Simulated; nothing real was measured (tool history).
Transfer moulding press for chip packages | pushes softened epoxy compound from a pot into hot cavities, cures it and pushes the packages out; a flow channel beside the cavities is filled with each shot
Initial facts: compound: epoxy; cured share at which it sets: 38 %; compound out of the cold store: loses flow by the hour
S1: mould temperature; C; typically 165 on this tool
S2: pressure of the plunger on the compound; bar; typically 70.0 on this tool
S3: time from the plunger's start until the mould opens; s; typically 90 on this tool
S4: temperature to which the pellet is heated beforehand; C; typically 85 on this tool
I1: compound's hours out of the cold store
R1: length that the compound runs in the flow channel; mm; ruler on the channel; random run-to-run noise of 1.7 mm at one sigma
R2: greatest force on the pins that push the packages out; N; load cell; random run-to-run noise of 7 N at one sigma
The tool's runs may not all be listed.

run   hour   S1    S2   S3  S4    I1    R1   R2
  1    0.0  165  70.0   90  85  37.3   795  401
  2   29.5  165  70.0   90  85  27.1   830  493
      57.2  -- cavities cleaned with cleaning compound and waxed
  3   77.6  165  70.0   90  85  45.2   759  555
     117.3  -- plunger's sealing rings changed
  4  129.3  165  70.0   90  85  14.1   890  551
     135.1  -- cavities cleaned with cleaning compound and waxed
  5  172.3  165  70.0   90  87  33.7   808  444
     212.9  -- cavities cleaned with cleaning compound and waxed
  6  232.2  165  70.0   90  87  13.0   881  416
     244.3  -- mould's thermocouples calibrated
  7  276.4  165  70.0   90  87  45.4   759  485
     293.2  -- plunger's sealing rings changed
     294.7  -- cavities cleaned with cleaning compound and waxed
  8  325.9  165  70.0   71  85  47.6   760  700
     332.0  -- cavities cleaned with cleaning compound and waxed, once more
  9  359.4  165  65.6   90  85  45.1   746  407
     411.6  -- cavities cleaned with cleaning compound and waxed
 10  413.1  165  65.6   90  85  45.4   738  298
     471.9  -- plunger's sealing rings changed
 11  471.9  165  65.6   90  85  14.3   861  486
     491.8  -- cavities cleaned with cleaning compound and waxed
 12  513.3  165  70.0  123  85  38.4   795  319
 13  542.2  158  70.0  123  85  25.7   865  473
     567.4  -- cavities cleaned with cleaning compound and waxed
 14  589.7  158  70.0  118  85  34.4   825  389
     649.0  -- plunger's sealing rings changed
     650.5  -- cavities cleaned with cleaning compound and waxed
 15  655.6  163  70.0   90  79  13.4   903  398
 16  690.9  163  86.2  116  81  10.4  1008  385
     725.9  -- cavities cleaned with cleaning compound and waxed
 17  752.4  163  86.2  116  81  45.9   853  342

Expected results for the next run?
 18  797.9  163  86.2  116  81  14.0   ?   ?

{"run 18": {"R1": 980, "R2": 432}}
On a tool with no hidden condition, and with the same random variation, this run would have come out at R1 1000 mm, R2 254 N.
